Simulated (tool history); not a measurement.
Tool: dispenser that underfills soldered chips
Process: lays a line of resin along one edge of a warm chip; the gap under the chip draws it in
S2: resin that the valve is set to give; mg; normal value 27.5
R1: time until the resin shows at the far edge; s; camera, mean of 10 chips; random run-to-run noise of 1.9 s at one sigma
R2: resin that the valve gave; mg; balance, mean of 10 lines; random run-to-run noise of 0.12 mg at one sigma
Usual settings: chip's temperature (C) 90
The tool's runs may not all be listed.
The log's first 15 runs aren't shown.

-- hour=99.8 new syringe of resin
run 16 hour=99.8 | chip's_temperature_(C)=90 S2=24.3 | R1=198.2 R2=23.60
run 17 hour=107.1 | chip's_temperature_(C)=90 S2=24.3 | R1=251.6 R2=23.41
-- hour=110.3 new syringe of resin
run 18 hour=110.9 | chip's_temperature_(C)=90 S2=24.3 | R1=196.1 R2=23.50
run 19 hour=117.7 | chip's_temperature_(C)=95 S2=26.8 | R1=212.7 R2=25.62
-- hour=120.5 new syringe of resin
-- hour=123.0 dispensing valve cleaned and set on the balance
run 20 hour=125.0 | chip's_temperature_(C)=80 S2=27.5 | R1=280.6 R2=27.30
-- hour=131.8 new syringe of resin
run 21 hour=132.6 | chip's_temperature_(C)=101 S2=25.1 | R1=150.1 R2=24.84
run 22 hour=140.8 | chip's_temperature_(C)=99 S2=27.5 | R1=204.8 R2=27.35
-- hour=142.2 new syringe of resin
run 23 hour=147.8 | chip's_temperature_(C)=99 S2=27.5 | R1=180.6 R2=27.14
-- hour=152.2 new syringe of resin
run 24 hour=155.3 | chip's_temperature_(C)=99 S2=25.0 | R1=167.6 R2=24.66
run 25 hour=160.9 | chip's_temperature_(C)=103 S2=25.0 | R1=183.1 R2=24.52
-- hour=162.7 new syringe of resin
run 26 hour=168.9 | chip's_temperature_(C)=79 S2=27.5 | R1=319.1 R2=26.81
-- hour=172.9 new syringe of resin
run 27 hour=175.9 | chip's_temperature_(C)=79 S2=23.8 | R1=292.1 R2=23.26
-- hour=183.2 new syringe of resin
run 28 hour=184.0 | chip's_temperature_(C)=79 S2=23.8 | R1=270.5 R2=23.27
run 29 hour=191.6 | chip's_temperature_(C)=83 S2=34.1 | R1=302.4 R2=33.16
-- hour=193.4 new syringe of resin
run 30 hour=198.2 | chip's_temperature_(C)=77 S2=27.5 | R1=330.7 R2=26.74
-- hour=203.5 new syringe of resin
run 31 hour=206.1 | chip's_temperature_(C)=77 S2=27.5 | R1=299.5 R2=26.33
-- hour=210.7 dispensing valve cleaned and set on the balance
run 32 hour=213.6 | chip's_temperature_(C)=83 S2=23.5 | R1=317.9 R2=23.74
-- hour=214.6 new syringe of resin
run 33 hour=220.9 | chip's_temperature_(C)=83 S2=23.5 | R1=291.7 R2=23.16
-- hour=224.7 new syringe of resin
run 34 hour=226.0 | chip's_temperature_(C)=75 S2=30.8 | R1=308.5 R2=30.62
run 35 hour=233.7 | chip's_temperature_(C)=75 S2=30.8 | R1=390.9 R2=30.66

3 ways to go on from here, each from the tool as it stands after run 35. What would each give?
-- hour=234.6 new syringe of resin
run A hour=239.7 | chip's_temperature_(C)=83 S2=29.0 | R1=? R2=?
-- hour=234.6 new syringe of resin
run B hour=239.7 | chip's_temperature_(C)=100 S2=27.4 | R1=? R2=?
-- hour=234.6 new syringe of resin
run C hour=239.7 | chip's_temperature_(C)=75 S2=28.2 | R1=? R2=?

run=A R1=280.8 R2=28.70
run=B R1=173.1 R2=27.11
run=C R1=354.5 R2=27.86
Had the tool no hidden state, the same runs would have come out as:
run=A R1=231.8 R2=28.98
run=B R1=143.0 R2=27.38
run=C R1=292.4 R2=28.13
